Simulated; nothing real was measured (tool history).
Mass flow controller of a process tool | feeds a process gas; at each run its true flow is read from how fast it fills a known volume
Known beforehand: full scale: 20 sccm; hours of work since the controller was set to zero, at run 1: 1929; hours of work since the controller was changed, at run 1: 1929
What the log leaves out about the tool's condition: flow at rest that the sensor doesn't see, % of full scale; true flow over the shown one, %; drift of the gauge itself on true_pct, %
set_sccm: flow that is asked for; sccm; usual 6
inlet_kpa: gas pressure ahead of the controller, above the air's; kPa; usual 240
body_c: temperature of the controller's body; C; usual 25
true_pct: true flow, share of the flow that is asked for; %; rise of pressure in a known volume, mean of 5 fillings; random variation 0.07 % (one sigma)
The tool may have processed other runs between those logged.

run,day,set_sccm,inlet_kpa,body_c,hours of work since the controller was set to zero,hours of work since the controller was changed,true_pct
1,0,6,240,25,1929,1929,100.5
2,3.192,6,240,25,1973,1973,100.46
3,5.729,6,240,25,2008,2008,100.4
4,8.467,6,240,25,2047,2047,100.57
5,12.854,6,240,25,2108,2108,100.53
6,16.754,6,240,25,2162,2162,100.59
7,19.125,5,240,25,2195,2195,100.78
8,22.271,5,240,25,2239,2239,100.85
9,25.108,5,240,25,2279,2279,100.78
10,28.883,5,240,25,2331,2331,100.83
11,32.267,5,240,25,2378,2378,100.77
12,35.808,5,240,25,2428,2428,100.87
13,38.104,5,240,25,2460,2460,100.75
14,41.179,6,240,22,2502,2502,100.45
15,43.017,6,240,22,2528,2528,100.46
16,45.104,6,240,25,2557,2557,100.8
17,48.254,6,240,25,2601,2601,100.86
18,51.492,6,240,25,2646,2646,100.85
19,53.433,6,240,25,2673,2673,100.88
20,57.204,6,240,25,2726,2726,100.9
21,59.825,6,240,27,2762,2762,101.19
22,62.288,6,240,27,2797,2797,101.15
23,64.462,6,240,29,2827,2827,101.44
24,66.662,6,240,29,2858,2858,101.42
25,70.358,6,240,36,2909,2909,102.26
26,74.588,7,163,29,2968,2968,101.1
27,76.583,7,163,29,2996,2996,101.09
28,79.042,7,163,29,3030,3030,101.18
29,83.192,7,163,29,3088,3088,101.1
30,85.725,2,213,23,3123,3123,103.77
31,87.783,3,222,25,3152,3152,102.57
32,91.046,11,147,37,3197,3197,101.89
33,94.042,3,160,32,3239,3239,103.17
34,96.421,19,141,28,3272,3272,101.38
35,98.188,6,178,31,3297,3297,101.71
36,100.512,6,183,31,3329,3329,101.74
37,102.554,6,183,31,3358,3358,101.75
38,106.325,6,185,26,3410,3410,101.32
39,109.5,17,185,26,3455,3455,101.24
40,113.883,4,161,23,3516,3516,101.69
41,117.392,18,141,25,3565,3565,100.89
42,121.554,18,141,25,3623,3623,101.02
43,125.496,6,240,33,3677,3677,102.36
44,128.742,6,240,33,3723,3723,102.24
45,131.725,12,205,24,3764,3764,100.92
46,133.8,7,208,24,3793,3793,101.07

Run 47, settings as shown, results not yet in. Your forecast:
47,136.862,8,143,22,3836,3836,?

{"run 47": {"true_pct": 100.5}}
Minus the tool's unlogged condition, the same run would have read true_pct 98.08 %.
